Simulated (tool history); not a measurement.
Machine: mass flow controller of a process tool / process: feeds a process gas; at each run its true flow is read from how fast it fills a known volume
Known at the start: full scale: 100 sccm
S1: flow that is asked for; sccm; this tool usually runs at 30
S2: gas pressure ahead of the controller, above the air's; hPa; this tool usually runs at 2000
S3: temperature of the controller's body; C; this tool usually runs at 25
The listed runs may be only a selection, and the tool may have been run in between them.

{"run": 1, "hour": 0.0, "S1": 30, "S2": 2000, "S3": 25, "true flow (%)": 102.52}
{"hour": 105.2, "done": "controller's zero set anew"}
{"run": 2, "hour": 566.0, "S1": 10, "S2": 2000, "S3": 25, "true flow (%)": 112.45}
{"run": 3, "hour": 1020.1, "S1": 10, "S2": 2000, "S3": 25, "true flow (%)": 112.57}
{"run": 4, "hour": 1377.5, "S1": 10, "S2": 2000, "S3": 25, "true flow (%)": 113.02}
{"run": 5, "hour": 1947.7, "S1": 30, "S2": 2000, "S3": 26, "true flow (%)": 104.74}
{"hour": 2019.0, "done": "controller's zero set anew, once more"}
{"run": 6, "hour": 2237.8, "S1": 20, "S2": 2000, "S3": 25, "true flow (%)": 100.18}
{"run": 7, "hour": 2486.9, "S1": 20, "S2": 2000, "S3": 25, "true flow (%)": 100.2}
{"run": 8, "hour": 3004.4, "S1": 20, "S2": 2000, "S3": 25, "true flow (%)": 100.37}
{"run": 9, "hour": 3259.6, "S1": 30, "S2": 2000, "S3": 25, "true flow (%)": 100.59}
{"run": 10, "hour": 3630.1, "S1": 30, "S2": 2000, "S3": 25, "true flow (%)": 100.94}
{"run": 11, "hour": 4035.2, "S1": 30, "S2": 2000, "S3": 25, "true flow (%)": 100.83}
{"run": 12, "hour": 4446.0, "S1": 68, "S2": 1730, "S3": 31, "true flow (%)": 101.93}
{"run": 13, "hour": 4964.2, "S1": 68, "S2": 1730, "S3": 31, "true flow (%)": 101.91}
{"run": 14, "hour": 5305.4, "S1": 30, "S2": 2000, "S3": 32, "true flow (%)": 101.05}
{"run": 15, "hour": 5636.4, "S1": 30, "S2": 2000, "S3": 32, "true flow (%)": 101.09}
{"run": 16, "hour": 5910.3, "S1": 30, "S2": 2000, "S3": 32, "true flow (%)": 101.22}
{"hour": 6031.0, "done": "controller exchanged for a calibrated one"}
{"run": 17, "hour": 6453.0, "S1": 30, "S2": 2000, "S3": 32, "true flow (%)": 97.97}
{"run": 18, "hour": 6702.6, "S1": 30, "S2": 2000, "S3": 32, "true flow (%)": 97.92}
{"run": 19, "hour": 7264.7, "S1": 30, "S2": 2000, "S3": 32, "true flow (%)": 98.1}
{"run": 20, "hour": 7624.2, "S1": 30, "S2": 2000, "S3": 40, "true flow (%)": 98.04}
{"run": 21, "hour": 8128.7, "S1": 30, "S2": 2000, "S3": 40, "true flow (%)": 98.06}
{"run": 22, "hour": 8590.5, "S1": 85, "S2": 2350, "S3": 32, "true flow (%)": 99.91}

Below, some changes in true flow (%) between adjacent runs. For each, the amount present without the hidden state too (settings, incoming material, random variation) and the amount remaining for the hidden state with gauge scatter not shared by both compared results:
Hidden state present: flow at rest that the sensor doesn't see, % of full scale; true flow over the shown one, %; drift of the gauge itself on true_pct, %.
Run 1 -> 2: S1 30 -> 10, controller's zero set anew. true flow (%) +9.93: hidden state +10.55, all else -0.62.
Run 4 -> 5: S1 10 -> 30, S3 25 -> 26. true flow (%) -8.28: hidden state -8.83, all else +0.55.

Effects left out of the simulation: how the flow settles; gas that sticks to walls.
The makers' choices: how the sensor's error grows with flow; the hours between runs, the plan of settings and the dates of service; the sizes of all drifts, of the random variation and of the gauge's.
